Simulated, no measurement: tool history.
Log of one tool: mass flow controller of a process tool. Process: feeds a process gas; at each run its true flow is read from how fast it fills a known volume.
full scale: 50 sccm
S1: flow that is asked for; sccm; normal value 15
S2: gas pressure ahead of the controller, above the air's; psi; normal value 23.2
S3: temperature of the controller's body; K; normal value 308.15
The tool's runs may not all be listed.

{"run": 1, "hour": 0.0, "S1": 15, "S2": 23.2, "S3": 308.15, "true flow (%)": 101.95}
{"run": 2, "hour": 349.7, "S1": 15, "S2": 23.2, "S3": 308.15, "true flow (%)": 101.8}
{"run": 3, "hour": 665.2, "S1": 15, "S2": 26.4, "S3": 308.15, "true flow (%)": 102.23}
{"run": 4, "hour": 830.8, "S1": 15, "S2": 26.4, "S3": 308.15, "true flow (%)": 102.17}
{"run": 5, "hour": 994.4, "S1": 15, "S2": 26.4, "S3": 308.15, "true flow (%)": 102.18}
{"run": 6, "hour": 1305.4, "S1": 15, "S2": 23.2, "S3": 308.15, "true flow (%)": 102.2}
{"run": 7, "hour": 1703.0, "S1": 15, "S2": 23.2, "S3": 308.15, "true flow (%)": 102.12}
{"run": 8, "hour": 1904.4, "S1": 15, "S2": 23.2, "S3": 308.15, "true flow (%)": 102.22}
{"hour": 1935.5, "done": "controller's zero set anew"}
{"run": 9, "hour": 2249.9, "S1": 15, "S2": 23.2, "S3": 308.15, "true flow (%)": 104.61}
{"run": 10, "hour": 2439.1, "S1": 15, "S2": 23.2, "S3": 308.15, "true flow (%)": 104.62}
{"run": 11, "hour": 2686.5, "S1": 15, "S2": 23.2, "S3": 308.15, "true flow (%)": 104.71}

What does the tool deliver on the next run?
{"run": 12, "hour": 3029.5, "S1": 15, "S2": 23.2, "S3": 308.15, "true flow (%)": "?"}

true flow (%): 104.76
On a tool with no hidden condition, and with the same random variation, this run would have come out at true flow (%) 100.23.
